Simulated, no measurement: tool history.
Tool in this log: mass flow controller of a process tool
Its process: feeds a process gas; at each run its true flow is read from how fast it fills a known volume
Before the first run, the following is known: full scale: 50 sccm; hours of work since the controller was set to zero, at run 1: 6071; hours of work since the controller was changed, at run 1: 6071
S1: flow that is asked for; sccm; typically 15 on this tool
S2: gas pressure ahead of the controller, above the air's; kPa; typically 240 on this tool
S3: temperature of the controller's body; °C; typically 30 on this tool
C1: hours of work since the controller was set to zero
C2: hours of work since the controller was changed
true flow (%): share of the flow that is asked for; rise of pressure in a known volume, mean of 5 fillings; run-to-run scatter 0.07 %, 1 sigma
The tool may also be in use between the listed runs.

run 1 hour=0.0 | S1=15 S2=240 S3=30 | C1=6071 C2=6071 | true_flow_(%)=102.79
run 2 hour=199.2 | S1=15 S2=240 S3=30 | C1=6203 C2=6203 | true_flow_(%)=102.88
run 3 hour=388.8 | S1=15 S2=240 S3=30 | C1=6329 C2=6329 | true_flow_(%)=103.04
run 4 hour=499.6 | S1=15 S2=240 S3=30 | C1=6402 C2=6402 | true_flow_(%)=103.02
run 5 hour=621.9 | S1=15 S2=207 S3=30 | C1=6483 C2=6483 | true_flow_(%)=103.09
run 6 hour=829.6 | S1=15 S2=240 S3=30 | C1=6621 C2=6621 | true_flow_(%)=103.12
run 7 hour=1051.6 | S1=15 S2=240 S3=30 | C1=6768 C2=6768 | true_flow_(%)=103.42
run 8 hour=1218.2 | S1=15 S2=240 S3=30 | C1=6878 C2=6878 | true_flow_(%)=103.46
run 9 hour=1426.0 | S1=15 S2=240 S3=30 | C1=7016 C2=7016 | true_flow_(%)=103.35
run 10 hour=1547.0 | S1=15 S2=240 S3=30 | C1=7096 C2=7096 | true_flow_(%)=103.50
run 11 hour=1744.9 | S1=15 S2=243 S3=30 | C1=7228 C2=7228 | true_flow_(%)=103.62
run 12 hour=1918.3 | S1=15 S2=243 S3=30 | C1=7343 C2=7343 | true_flow_(%)=103.75
run 13 hour=2024.4 | S1=15 S2=243 S3=30 | C1=7413 C2=7413 | true_flow_(%)=103.69
run 14 hour=2125.9 | S1=15 S2=240 S3=30 | C1=7480 C2=7480 | true_flow_(%)=103.92
run 15 hour=2296.0 | S1=15 S2=240 S3=30 | C1=7593 C2=7593 | true_flow_(%)=103.75
run 16 hour=2449.7 | S1=15 S2=240 S3=30 | C1=7695 C2=7695 | true_flow_(%)=104.01
run 17 hour=2547.0 | S1=15 S2=268 S3=30 | C1=7759 C2=7759 | true_flow_(%)=104.11
run 18 hour=2657.7 | S1=6 S2=240 S3=30 | C1=7833 C2=7833 | true_flow_(%)=107.87
run 19 hour=2771.7 | S1=6 S2=233 S3=30 | C1=7908 C2=7908 | true_flow_(%)=108.07
-- hour=2923.5 controller's zero set anew
run 20 hour=2949.7 | S1=6 S2=233 S3=30 | C1=17 C2=8026 | true_flow_(%)=110.60
run 21 hour=3173.1 | S1=15 S2=240 S3=30 | C1=166 C2=8174 | true_flow_(%)=105.24
run 22 hour=3372.1 | S1=17 S2=240 S3=20 | C1=297 C2=8306 | true_flow_(%)=105.46
-- hour=3402.5 controller's zero set anew, once more
run 23 hour=3538.0 | S1=17 S2=240 S3=20 | C1=90 C2=8416 | true_flow_(%)=102.22
run 24 hour=3741.6 | S1=17 S2=240 S3=20 | C1=225 C2=8551 | true_flow_(%)=102.07
run 25 hour=3925.0 | S1=48 S2=240 S3=40 | C1=346 C2=8672 | true_flow_(%)=103.63
run 26 hour=4093.8 | S1=6 S2=210 S3=25 | C1=458 C2=8784 | true_flow_(%)=101.82
run 27 hour=4220.2 | S1=10 S2=173 S3=23 | C1=542 C2=8868 | true_flow_(%)=101.94
run 28 hour=4415.2 | S1=10 S2=154 S3=38 | C1=671 C2=8997 | true_flow_(%)=101.46
run 29 hour=4611.9 | S1=13 S2=194 S3=30 | C1=802 C2=9128 | true_flow_(%)=102.07
run 30 hour=4821.1 | S1=38 S2=171 S3=22 | C1=940 C2=9266 | true_flow_(%)=103.78
run 31 hour=5055.1 | S1=38 S2=209 S3=28 | C1=1096 C2=9421 | true_flow_(%)=103.69
run 32 hour=5175.1 | S1=26 S2=210 S3=26 | C1=1175 C2=9501 | true_flow_(%)=103.12
run 33 hour=5408.4 | S1=26 S2=210 S3=26 | C1=1330 C2=9656 | true_flow_(%)=103.07
run 34 hour=5548.7 | S1=26 S2=179 S3=33 | C1=1423 C2=9749 | true_flow_(%)=102.88
run 35 hour=5774.9 | S1=15 S2=259 S3=27 | C1=1573 C2=9899 | true_flow_(%)=102.93
run 36 hour=5953.0 | S1=47 S2=249 S3=27 | C1=1691 C2=10017 | true_flow_(%)=104.71
run 37 hour=6145.9 | S1=47 S2=184 S3=23 | C1=1819 C2=10144 | true_flow_(%)=104.85
run 38 hour=6243.5 | S1=47 S2=184 S3=23 | C1=1883 C2=10209 | true_flow_(%)=104.92
run 39 hour=6445.0 | S1=46 S2=177 S3=40 | C1=2017 C2=10343 | true_flow_(%)=104.27
-- hour=6584.5 controller exchanged for a calibrated one
run 40 hour=6650.8 | S1=46 S2=177 S3=40 | C1=44 C2=44 | true_flow_(%)=99.05
run 41 hour=6815.5 | S1=13 S2=177 S3=29 | C1=153 C2=153 | true_flow_(%)=97.51
run 42 hour=7000.1 | S1=15 S2=240 S3=32 | C1=276 C2=276 | true_flow_(%)=97.62

Some steps in true flow (%) between neighbouring runs. How much of each would the tool show without its hidden state too (settings, what came in, random variation), and how much is left for the hidden state, with any gauge scatter that isn't in both results?
Hidden state present: flow at rest that the sensor doesn't see, % of full scale; true flow over the shown one, %; drift of the gauge itself on true_pct, %.
Run 17 -> 18: S1 15 -> 6, S2 268 -> 240. true flow (%) +3.76: hidden state +4.51, all else -0.75.
Run 20 -> 21: S1 6 -> 15, S2 233 -> 240. true flow (%) -5.36: hidden state -5.84, all else +0.48.
Run 39 -> 40: controller exchanged for a calibrated one. true flow (%) -5.22: hidden state -5.13, all else -0.09.
